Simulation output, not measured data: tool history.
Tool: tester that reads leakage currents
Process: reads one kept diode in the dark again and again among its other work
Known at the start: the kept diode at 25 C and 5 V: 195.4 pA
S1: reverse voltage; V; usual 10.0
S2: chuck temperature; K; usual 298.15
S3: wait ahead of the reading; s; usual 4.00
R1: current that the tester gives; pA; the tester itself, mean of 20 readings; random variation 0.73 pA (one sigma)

Run 1, hour 0.0: usual settings. Result: R1 244.44 pA.
Run 2, hour 74.6: usual settings. Result: R1 244.03 pA.
Run 3, hour 170.8: usual settings. Result: R1 244.10 pA.
Run 4, hour 244.7: usual settings but S3 0.76 s. Result: R1 246.86 pA.
At hour 341.6: tester calibrated.
Run 5, hour 343.7: usual settings. Result: R1 242.78 pA.
Run 6, hour 405.4: usual settings. Result: R1 244.12 pA.
Run 7, hour 506.5: usual settings but S1 2.3 V. Result: R1 152.40 pA.
Run 8, hour 603.3: usual settings but S1 2.3 V. Result: R1 153.17 pA.
Run 9, hour 673.6: usual settings but S1 3.2 V, S2 297.15 K. Result: R1 157.10 pA.
Run 10, hour 793.5: usual settings but S1 3.2 V, S2 297.15 K. Result: R1 158.22 pA.
Run 11, hour 863.5: usual settings but S1 3.2 V, S2 327.15 K, S3 0.34 s. Result: R1 1186.62 pA.
Run 12, hour 966.4: usual settings but S1 1.3 V, S2 315.15 K. Result: R1 414.55 pA.
Run 13, hour 1022.9: usual settings but S1 1.2 V, S2 302.15 K. Result: R1 165.89 pA.
Run 14, hour 1114.2: usual settings but S2 296.15 K, S3 0.51 s. Result: R1 213.17 pA.
Run 15, hour 1217.4: usual settings but S1 3.3 V, S2 312.15 K, S3 7.38 s. Result: R1 456.94 pA.

3 ways to go on from here, each from the tool as it stands after run 15. What would each give?
Run A, hour 1315.3: usual settings but S1 3.3 V, S2 309.15 K, S3 7.38 s. Result: R1 ?.
Run B, hour 1315.3: usual settings but S1 1.2 V, S2 312.15 K, S3 7.38 s. Result: R1 ?.
Run C, hour 1315.3: usual settings but S1 8.6 V, S3 0.88 s. Result: R1 ?.

run      R1
  A  373.08
  B  331.13
  C  234.76
Without the tool's hidden state the same runs would have given:
run      R1
  A  373.71
  B  331.76
  C  234.86
